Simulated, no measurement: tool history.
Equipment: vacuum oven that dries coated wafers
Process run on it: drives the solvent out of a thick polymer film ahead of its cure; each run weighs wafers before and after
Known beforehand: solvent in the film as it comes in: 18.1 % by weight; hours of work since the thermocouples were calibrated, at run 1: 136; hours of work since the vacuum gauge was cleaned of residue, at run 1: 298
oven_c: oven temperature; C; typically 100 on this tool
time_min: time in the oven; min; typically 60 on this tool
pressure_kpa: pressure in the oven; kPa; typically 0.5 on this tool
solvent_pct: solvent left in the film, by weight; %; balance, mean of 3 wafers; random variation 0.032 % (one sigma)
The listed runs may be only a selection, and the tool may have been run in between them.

| run | hour | oven_c | time_min | pressure_kpa | hours of work since the thermocouples were calibrated | hours of work since the vacuum gauge was cleaned of residue | solvent_pct |
|---|---|---|---|---|---|---|---|
| 1 | 0 | 100 | 60 | 0.5 | 136 | 298 | 2.27 |
| 2 | 45.3 | 102 | 60 | 0.5 | 165 | 327 | 1.87 |
| 3 | 101.9 | 100 | 60 | 0.5 | 201 | 363 | 2.26 |
| 4 | 191.4 | 110 | 60 | 0.5 | 258 | 420 | 0.72 |
| 5 | 278.2 | 110 | 60 | 0.5 | 313 | 475 | 0.73 |
| 6 | 350.2 | 110 | 60 | 0.5 | 359 | 521 | 0.78 |
| 7 | 401.7 | 100 | 60 | 0.5 | 392 | 554 | 2.36 |
| 8 | 478.2 | 100 | 81 | 0.5 | 440 | 602 | 1.28 |
|  | 483.9 | vacuum gauge cleaned of residue and calibrated |
| 9 | 530.6 | 100 | 81 | 0.5 | 473 | 30 | 1.31 |
| 10 | 601.4 | 100 | 45 | 0.5 | 518 | 75 | 3.7 |
| 11 | 652.7 | 100 | 60 | 0.916 | 550 | 108 | 2.47 |
|  | 727.7 | vacuum gauge cleaned of residue and calibrated, once more |
| 12 | 753 | 100 | 60 | 0.916 | 613 | 16 | 2.51 |
| 13 | 845.5 | 100 | 60 | 0.647 | 672 | 75 | 2.43 |
| 14 | 905.9 | 113 | 55 | 0.25 | 711 | 113 | 0.61 |
| 15 | 965.2 | 113 | 55 | 0.25 | 749 | 151 | 0.69 |
| 16 | 1009.9 | 100 | 60 | 1.109 | 777 | 180 | 2.55 |
| 17 | 1105.7 | 90 | 49 | 1.109 | 838 | 241 | 6.27 |
| 18 | 1177.4 | 99 | 70 | 1.154 | 884 | 286 | 2.17 |
| 19 | 1269.4 | 90 | 70 | 0.418 | 942 | 345 | 4.24 |
| 20 | 1332.1 | 87 | 93 | 0.841 | 982 | 385 | 3.78 |
| 21 | 1426.8 | 100 | 36 | 0.488 | 1042 | 445 | 4.95 |
| 22 | 1503.7 | 85 | 36 | 0.5 | 1091 | 494 | 9.12 |
|  | 1566.4 | oven's thermocouples calibrated |
| 23 | 1608.6 | 99 | 35 | 1.255 | 27 | 560 | 5.39 |
| 24 | 1700.7 | 105 | 42 | 0.311 | 86 | 618 | 2.74 |
| 25 | 1765.6 | 105 | 42 | 0.311 | 127 | 660 | 2.75 |

Consider 5 possible next runs. They are alternatives, not a sequence: every one starts from the tool as it was left by run 25. What does each give?
| A | 1852.8 | 107 | 42 | 0.311 | 182 | 715 | ? |
| B | 1852.8 | 100 | 52 | 0.598 | 182 | 715 | ? |
| C | 1852.8 | 87 | 44 | 0.5 | 182 | 715 | ? |
| D | 1852.8 | 102 | 59 | 0.306 | 182 | 715 | ? |
| E | 1852.8 | 100 | 53 | 1.933 | 182 | 715 | ? |

| run | solvent_pct |
|---|---|
| A | 2.34 |
| B | 3.01 |
| C | 7.31 |
| D | 1.94 |
| E | 3.16 |
Had the tool no hidden state, the same runs would have come out as:
| run | solvent_pct |
|---|---|
| A | 2.24 |
| B | 2.9 |
| C | 7.18 |
| D | 1.85 |
| E | 3.05 |
